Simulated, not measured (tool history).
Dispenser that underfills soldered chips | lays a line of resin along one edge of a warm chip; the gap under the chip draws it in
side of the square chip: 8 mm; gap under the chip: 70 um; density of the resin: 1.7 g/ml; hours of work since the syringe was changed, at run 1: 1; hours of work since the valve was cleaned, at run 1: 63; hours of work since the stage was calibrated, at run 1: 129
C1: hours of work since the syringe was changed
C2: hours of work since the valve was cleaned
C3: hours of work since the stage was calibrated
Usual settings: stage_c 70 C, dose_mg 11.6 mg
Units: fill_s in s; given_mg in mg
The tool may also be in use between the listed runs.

Run 1, day 0: usual settings; C1 1; C2 63; C3 129. Result: fill_s 80.8 s, given_mg 10.87 mg.
Run 2, day 0.283: usual settings; C1 5; C2 68; C3 133. Result: fill_s 99.6 s, given_mg 10.87 mg.
At day 0.346: new syringe of resin.
Run 3, day 0.646: usual settings; C1 5; C2 73; C3 139. Result: fill_s 99.5 s, given_mg 10.83 mg.
At day 0.721: new syringe of resin.
Run 4, day 0.846: usual settings; C1 2; C2 76; C3 141. Result: fill_s 86.2 s, given_mg 10.78 mg.
At day 1.092: new syringe of resin.
Run 5, day 1.092: usual settings; C1 0; C2 79; C3 145. Result: fill_s 75.8 s, given_mg 10.77 mg.
Run 6, day 1.388: usual settings; C1 4; C2 84; C3 150. Result: fill_s 96.6 s, given_mg 10.68 mg.
At day 1.471: new syringe of resin.
Run 7, day 1.746: usual settings but stage_c 67 C; C1 4; C2 89; C3 155. Result: fill_s 110.5 s, given_mg 10.64 mg.
At day 1.85: new syringe of resin.
Run 8, day 1.958: usual settings but stage_c 67 C; C1 2; C2 92; C3 158. Result: fill_s 97.6 s, given_mg 10.63 mg.
Run 9, day 2.162: usual settings but dose_mg 13.8 mg; C1 5; C2 95; C3 161. Result: fill_s 98.1 s, given_mg 12.67 mg.
At day 2.225: new syringe of resin.
Run 10, day 2.521: usual settings but stage_c 79 C; C1 5; C2 101; C3 166. Result: fill_s 67.7 s, given_mg 10.55 mg.
At day 2.625: new syringe of resin.
Run 11, day 2.771: usual settings but stage_c 61 C, dose_mg 10.1 mg; C1 2; C2 104; C3 170. Result: fill_s 131.7 s, given_mg 9.06 mg.

Forecast each of these 3 alternatives for the next run:
Run A, day 2.971: usual settings but dose_mg 14 mg; C1 5; C2 107; C3 173. Result: fill_s ?, given_mg ?.
Run B, day 2.971: usual settings but stage_c 65 C, dose_mg 11.3 mg; C1 5; C2 107; C3 173. Result: fill_s ?, given_mg ?.
Run C, day 2.971: usual settings but stage_c 68 C, dose_mg 13.2 mg; C1 5; C2 107; C3 173. Result: fill_s ?, given_mg ?.

run  fill_s  given_mg
  A    97.3     12.81
  B   126.3     10.16
  C   109.3     11.88
Without the tool's hidden state the same runs would have given:
run  fill_s  given_mg
  A    77.6     14.24
  B    99.5      11.3
  C      87     13.22

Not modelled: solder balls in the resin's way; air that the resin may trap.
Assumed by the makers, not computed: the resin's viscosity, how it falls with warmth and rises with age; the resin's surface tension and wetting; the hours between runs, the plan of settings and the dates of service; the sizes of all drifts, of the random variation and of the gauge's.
